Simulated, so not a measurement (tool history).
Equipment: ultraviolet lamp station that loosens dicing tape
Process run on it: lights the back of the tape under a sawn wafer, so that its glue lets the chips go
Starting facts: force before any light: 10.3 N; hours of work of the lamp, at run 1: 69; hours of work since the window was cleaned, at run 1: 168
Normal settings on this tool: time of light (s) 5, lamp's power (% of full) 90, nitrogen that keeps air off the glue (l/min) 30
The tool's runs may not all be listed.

run,hour,time of light (s),lamp's power (% of full),nitrogen that keeps air off the glue (l/min),hours of work of the lamp,hours of work since the window was cleaned,force that peels the tape off (N),light that reached the tape (mJ/cm2)
1,0,5,90,30,69,168,1.215,321
2,12.5,5,90,34,77,175,1.125,320
3,24.3,5,90,34,84,182,1.127,323
4,33.2,5,90,34,90,188,1.152,322
5,41,5,90,34,94,193,1.176,318
6,54,3,90,34,102,201,2.731,191
7,68.3,3,92,34,111,209,2.561,192
8,84.8,3,92,34,121,220,2.595,191
9,96.1,3,92,34,128,227,2.642,186
10,111.4,3,92,34,138,236,2.663,191
11,124.9,5,90,30,146,244,1.287,309
12,135.4,5,90,30,152,251,1.319,306
13,142.9,3,90,30,157,255,3.041,182
14,156.6,3,90,30,165,264,2.947,184
15,167.1,3,90,30,172,270,2.947,184
16,175.3,3,90,30,177,275,2.98,178
17,191.3,6,75,15,187,285,2.249,298
18,205.2,3,84,45,195,293,2.756,167
19,216.9,9,85,20,202,301,0.654,502
20,227.5,5,65,30,209,307,2.446,214
21,239.5,5,65,30,216,314,2.38,213
22,246.2,5,65,30,220,319,2.483,208
# hour 252.8: window cleaned of glue's vapour
23,256.8,5,90,25,226,2,1.31,335
24,267.8,5,90,25,233,9,1.33,327
25,278.8,8,90,25,240,16,0.524,523
26,295.2,3,90,32,250,26,2.663,193
27,309.6,9,71,36,259,35,0.512,461
28,320.6,3,69,10,266,42,5.215,147

Expected results for the next run?
29,327.4,3,69,10,270,46,?,?

Logged for run 29: force that peels the tape off (N) 5.363, light that reached the tape (mJ/cm2) 148.
Take away the tool's hidden state, keep the run-to-run variation as it was, and the same run would have given force that peels the tape off (N) 5.041, light that reached the tape (mJ/cm2) 162.
